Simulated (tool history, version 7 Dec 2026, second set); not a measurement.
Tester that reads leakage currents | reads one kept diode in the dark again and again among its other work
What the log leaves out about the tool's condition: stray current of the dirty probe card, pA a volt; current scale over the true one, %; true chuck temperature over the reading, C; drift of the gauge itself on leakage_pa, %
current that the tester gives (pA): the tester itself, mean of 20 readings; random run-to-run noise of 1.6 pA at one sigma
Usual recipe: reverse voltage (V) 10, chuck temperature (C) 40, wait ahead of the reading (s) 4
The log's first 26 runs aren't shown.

run,hour,reverse voltage (V),chuck temperature (C),wait ahead of the reading (s),hours of work since the probe card was cleaned,hours of work since the tester was calibrated,hours of work since the chuck was calibrated,current that the tester gives (pA)
27,1615.8,11.8,40,5.49,2391,2791,244,567.35
28,1693.1,10,56,1.5,2437,2837,290,1611.36
29,1733.3,5.2,44,1.5,2461,2862,314,543.68
# hour 1749.5: probe card cleaned and baked
30,1798.6,4.4,36,4,29,2899,352,284.47
31,1836.1,6,27,0.35,52,2921,374,166.43
32,1878.3,6,27,0.35,77,2946,399,166.5
33,1923.2,6,27,0.35,104,2973,426,166.13
34,2003.3,6,27,0.35,152,3021,474,166.41
35,2062.3,2.4,40,4.49,187,3056,509,298.58

Predict each of these 4 candidate next runs independently; none follows another, all start after run 35:
A,2105.5,1.8,40,4.49,213,3082,535,?
B,2105.5,2.2,36,8.06,213,3082,535,?
C,2105.5,1.2,58,0.96,213,3082,535,?
D,2105.5,3.7,31,1.08,213,3082,535,?

run,current that the tester gives (pA)
A,265.4
B,214
C,779.33
D,182.1
Without the tool's hidden state the same runs would have given:
run,current that the tester gives (pA)
A,265.2
B,213.83
C,778.8
D,181.95

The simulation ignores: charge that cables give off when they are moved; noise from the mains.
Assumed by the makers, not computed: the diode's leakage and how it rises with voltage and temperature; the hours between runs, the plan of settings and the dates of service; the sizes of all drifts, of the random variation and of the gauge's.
